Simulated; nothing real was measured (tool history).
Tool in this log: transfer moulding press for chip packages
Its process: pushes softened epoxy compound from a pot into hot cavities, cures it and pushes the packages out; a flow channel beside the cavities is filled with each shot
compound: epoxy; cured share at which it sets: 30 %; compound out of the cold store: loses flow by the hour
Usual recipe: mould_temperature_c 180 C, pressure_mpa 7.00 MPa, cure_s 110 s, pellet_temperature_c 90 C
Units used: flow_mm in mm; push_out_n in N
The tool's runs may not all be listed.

run     day  mould_temperature_c  pressure_mpa  cure_s  pellet_temperature_c  incoming compound's hours out of the cold store  flow_mm  push_out_n
  1   0.000                  180          7.00     110                    90                                             35.9      570         549
      0.304  -- cavities cleaned with cleaning compound and waxed
  2   1.992                  180          7.00     110                    90                                             21.2      643         434
  3   4.692                  180          7.00     110                    90                                             28.0      591         533
      4.933  -- cavities cleaned with cleaning compound and waxed
  4   6.221                  180          7.00      95                    90                                             19.8      629         500
  5   7.942                  180          7.00      95                    90                                             24.7      606         613
      9.692  -- cavities cleaned with cleaning compound and waxed
  6  10.762                  180          7.49     110                    90                                             11.8      662         380
  7  13.179                  180          7.49     110                    90                                             17.1      642         524
     14.467  -- cavities cleaned with cleaning compound and waxed
     14.842  -- plunger's sealing rings changed
  8  15.400                  180          7.49     110                    90                                             28.0      660         357
  9  18.454                  180          7.49     110                    90                                             11.0      707         533
     19.325  -- cavities cleaned with cleaning compound and waxed
 10  21.304                  180          7.00     110                    90                                             23.5      634         448
     23.875  -- cavities cleaned with cleaning compound and waxed
 11  24.142                  180          7.00     110                    90                                             31.4      597         297
     25.150  -- mould's thermocouples calibrated
 12  25.879                  180          7.00     103                    90                                             21.6      628         517
     28.567  -- cavities cleaned with cleaning compound and waxed
 13  28.571                  180          7.00     103                    90                                             46.3      525         294
 14  31.292                  180          7.00     103                    90                                             19.0      622         566
     33.338  -- cavities cleaned with cleaning compound and waxed
 15  34.617                  180          7.00     103                    90                                             15.4      638         479
 16  37.154                  181          7.00      94                    90                                             28.4      557         669
     38.012  -- cavities cleaned with cleaning compound and waxed
     38.538  -- plunger's sealing rings changed
 17  40.242                  175          7.00     147                    95                                             33.9      606         411
     42.817  -- cavities cleaned with cleaning compound and waxed
 18  43.633                  181          7.00     110                    90                                             19.7      659         354
 19  45.771                  181          7.00     110                    90                                             18.0      655         499
     47.504  -- cavities cleaned with cleaning compound and waxed
 20  48.554                  181          7.00     110                    90                                             43.0      546         362
 21  51.238                  182          7.00     110                    90                                             12.3      659         535
     52.054  -- cavities cleaned with cleaning compound and waxed
 22  52.858                  182          7.00     110                    90                                             13.0      665         340
 23  55.179                  176          5.62     132                    89                                             43.7      496         490
     56.604  -- cavities cleaned with cleaning compound and waxed
 24  57.879                  176          5.62     132                    89                                             21.7      550         375
 25  59.371                  176          8.35     132                    89                                             42.3      586         446
     61.146  -- cavities cleaned with cleaning compound and waxed
     62.204  -- plunger's sealing rings changed
 26  62.204                  184          5.96     107                    94                                              9.0      655         350
 27  63.592                  184          6.33     115                    94                                             18.0      627         427

Below are 5 alternative next runs, each starting from the tool's condition after run 27. Predict each:
  A  65.596                  180          8.40     137                    89                                             34.2        ?           ?
  B  65.596                  175          7.68     110                    96                                             16.7        ?           ?
  C  65.596                  184          6.33     118                    94                                             32.7        ?           ?
  D  65.596                  184          7.00     141                    85                                             40.8        ?           ?
  E  65.596                  182          7.03     110                    95                                             32.8        ?           ?

run  flow_mm  push_out_n
  A      654         472
  B      716         683
  C      566         487
  D      556         460
  E      601         494
Had the tool no hidden state, the same runs would have come out as:
run  flow_mm  push_out_n
  A      667         235
  B      729         354
  C      577         242
  D      566         222
  E      612         242
